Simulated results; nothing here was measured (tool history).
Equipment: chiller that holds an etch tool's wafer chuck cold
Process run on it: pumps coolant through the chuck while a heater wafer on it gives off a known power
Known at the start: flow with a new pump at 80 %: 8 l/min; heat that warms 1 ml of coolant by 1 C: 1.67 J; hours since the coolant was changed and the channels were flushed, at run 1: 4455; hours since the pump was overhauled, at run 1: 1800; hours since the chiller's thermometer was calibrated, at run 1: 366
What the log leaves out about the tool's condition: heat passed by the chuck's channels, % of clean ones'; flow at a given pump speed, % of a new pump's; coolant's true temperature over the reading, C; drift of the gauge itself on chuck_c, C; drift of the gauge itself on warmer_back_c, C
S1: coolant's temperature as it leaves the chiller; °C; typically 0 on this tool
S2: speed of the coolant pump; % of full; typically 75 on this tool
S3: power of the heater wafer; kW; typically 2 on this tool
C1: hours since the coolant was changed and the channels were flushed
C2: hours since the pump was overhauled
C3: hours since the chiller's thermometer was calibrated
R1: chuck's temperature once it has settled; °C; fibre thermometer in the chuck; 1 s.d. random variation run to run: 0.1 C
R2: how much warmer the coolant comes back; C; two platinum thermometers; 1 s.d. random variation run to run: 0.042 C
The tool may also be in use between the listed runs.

| run | hour | S1 | S2 | S3 | C1 | C2 | C3 | R1 | R2 |
|---|---|---|---|---|---|---|---|---|---|
| 1 | 0 | 0 | 75 | 2 | 4455 | 1800 | 366 | 25.3 | 10.14 |
| 2 | 26.2 | 0 | 75 | 2 | 4481 | 1827 | 392 | 25.4 | 10.05 |
| 3 | 71 | 0 | 75 | 2 | 4526 | 1871 | 437 | 25.4 | 10.11 |
| 4 | 105.7 | 0 | 75 | 2 | 4561 | 1906 | 472 | 25.3 | 10.08 |
| 5 | 135.6 | 0 | 79 | 2 | 4591 | 1936 | 502 | 24.5 | 9.6 |
|  | 139.5 | chiller's thermometer calibrated |
| 6 | 169.2 | 0 | 79 | 2 | 4623 | 1969 | 30 | 24.3 | 9.57 |
| 7 | 217.9 | 0 | 79 | 2 | 4672 | 2017 | 78 | 24.3 | 9.59 |

What does the tool deliver on the next run?
| 8 | 265.1 | 0 | 79 | 2 | 4719 | 2065 | 126 | ? | ? |

R1: 24.5 °C
R2: 9.54 C
The same run, on a tool lacking any hidden state, would have yielded R1 20.9 °C, R2 9.08 C.

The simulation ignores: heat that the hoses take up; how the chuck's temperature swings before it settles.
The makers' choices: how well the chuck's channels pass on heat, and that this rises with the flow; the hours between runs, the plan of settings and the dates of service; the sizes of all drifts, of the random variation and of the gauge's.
